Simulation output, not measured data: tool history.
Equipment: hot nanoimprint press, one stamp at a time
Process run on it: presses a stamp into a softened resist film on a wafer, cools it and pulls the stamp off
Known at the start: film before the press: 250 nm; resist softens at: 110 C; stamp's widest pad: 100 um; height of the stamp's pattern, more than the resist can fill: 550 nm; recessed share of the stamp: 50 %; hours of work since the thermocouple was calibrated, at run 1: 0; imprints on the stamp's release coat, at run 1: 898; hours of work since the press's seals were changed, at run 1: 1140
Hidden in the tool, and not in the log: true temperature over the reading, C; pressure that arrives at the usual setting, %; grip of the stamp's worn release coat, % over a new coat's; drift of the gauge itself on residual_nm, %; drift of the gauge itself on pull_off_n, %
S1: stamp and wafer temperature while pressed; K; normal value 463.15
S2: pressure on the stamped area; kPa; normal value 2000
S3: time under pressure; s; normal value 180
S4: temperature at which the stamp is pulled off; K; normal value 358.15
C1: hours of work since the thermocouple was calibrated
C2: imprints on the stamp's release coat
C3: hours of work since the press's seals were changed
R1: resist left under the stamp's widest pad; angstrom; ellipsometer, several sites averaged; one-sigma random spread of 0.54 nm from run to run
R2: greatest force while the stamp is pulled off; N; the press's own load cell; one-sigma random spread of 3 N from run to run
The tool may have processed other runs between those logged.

{"run": 1, "day": 0.0, "S1": 463.15, "S2": 2000, "S3": 180, "S4": 358.15, "C1": 0, "C2": 898, "C3": 1140, "R1": 1231, "R2": 254}
{"day": 0.508, "done": "stamp cleaned and given a new release coat"}
{"run": 2, "day": 1.875, "S1": 463.15, "S2": 2000, "S3": 180, "S4": 358.15, "C1": 30, "C2": 149, "C3": 1170, "R1": 1204, "R2": 234}
{"run": 3, "day": 2.892, "S1": 463.15, "S2": 2000, "S3": 180, "S4": 365.15, "C1": 49, "C2": 261, "C3": 1189, "R1": 1210, "R2": 193}
{"run": 4, "day": 3.958, "S1": 463.15, "S2": 2000, "S3": 180, "S4": 365.15, "C1": 69, "C2": 377, "C3": 1209, "R1": 1193, "R2": 191}
{"run": 5, "day": 5.779, "S1": 463.15, "S2": 2000, "S3": 180, "S4": 351.15, "C1": 103, "C2": 576, "C3": 1243, "R1": 1197, "R2": 280}
{"run": 6, "day": 7.258, "S1": 475.15, "S2": 2540, "S3": 336, "S4": 358.15, "C1": 131, "C2": 738, "C3": 1271, "R1": 481, "R2": 245}
{"run": 7, "day": 8.3, "S1": 463.15, "S2": 3100, "S3": 115, "S4": 358.15, "C1": 150, "C2": 852, "C3": 1290, "R1": 1184, "R2": 245}
{"day": 9.246, "done": "stamp cleaned and given a new release coat"}
{"run": 8, "day": 9.946, "S1": 458.15, "S2": 2810, "S3": 163, "S4": 350.15, "C1": 177, "C2": 76, "C3": 1316, "R1": 1343, "R2": 266}
{"run": 9, "day": 11.054, "S1": 458.15, "S2": 2250, "S3": 315, "S4": 350.15, "C1": 197, "C2": 198, "C3": 1337, "R1": 1132, "R2": 268}
{"day": 12.883, "done": "press's hydraulic seals changed and the load cell set to zero"}
{"run": 10, "day": 13.388, "S1": 472.15, "S2": 2250, "S3": 109, "S4": 350.15, "C1": 235, "C2": 417, "C3": 9, "R1": 865, "R2": 278}

Below are 3 alternative next runs, each starting from the tool's condition after run 10. Predict each:
{"run": "A", "day": 14.412, "S1": 472.15, "S2": 2250, "S3": 109, "S4": 361.15, "C1": 254, "C2": 529, "C3": 29, "R1": "?", "R2": "?"}
{"run": "B", "day": 14.412, "S1": 463.15, "S2": 2510, "S3": 276, "S4": 362.15, "C1": 254, "C2": 529, "C3": 29, "R1": "?", "R2": "?"}
{"run": "C", "day": 14.412, "S1": 463.15, "S2": 2000, "S3": 144, "S4": 358.15, "C1": 254, "C2": 529, "C3": 29, "R1": "?", "R2": "?"}

run=A R1=861 R2=220
run=B R1=834 R2=211
run=C R1=1206 R2=230
Stripped of hidden state, with their random variation kept, the same runs would have yielded:
run=A R1=910 R2=212
run=B R1=888 R2=204
run=C R1=1275 R2=221

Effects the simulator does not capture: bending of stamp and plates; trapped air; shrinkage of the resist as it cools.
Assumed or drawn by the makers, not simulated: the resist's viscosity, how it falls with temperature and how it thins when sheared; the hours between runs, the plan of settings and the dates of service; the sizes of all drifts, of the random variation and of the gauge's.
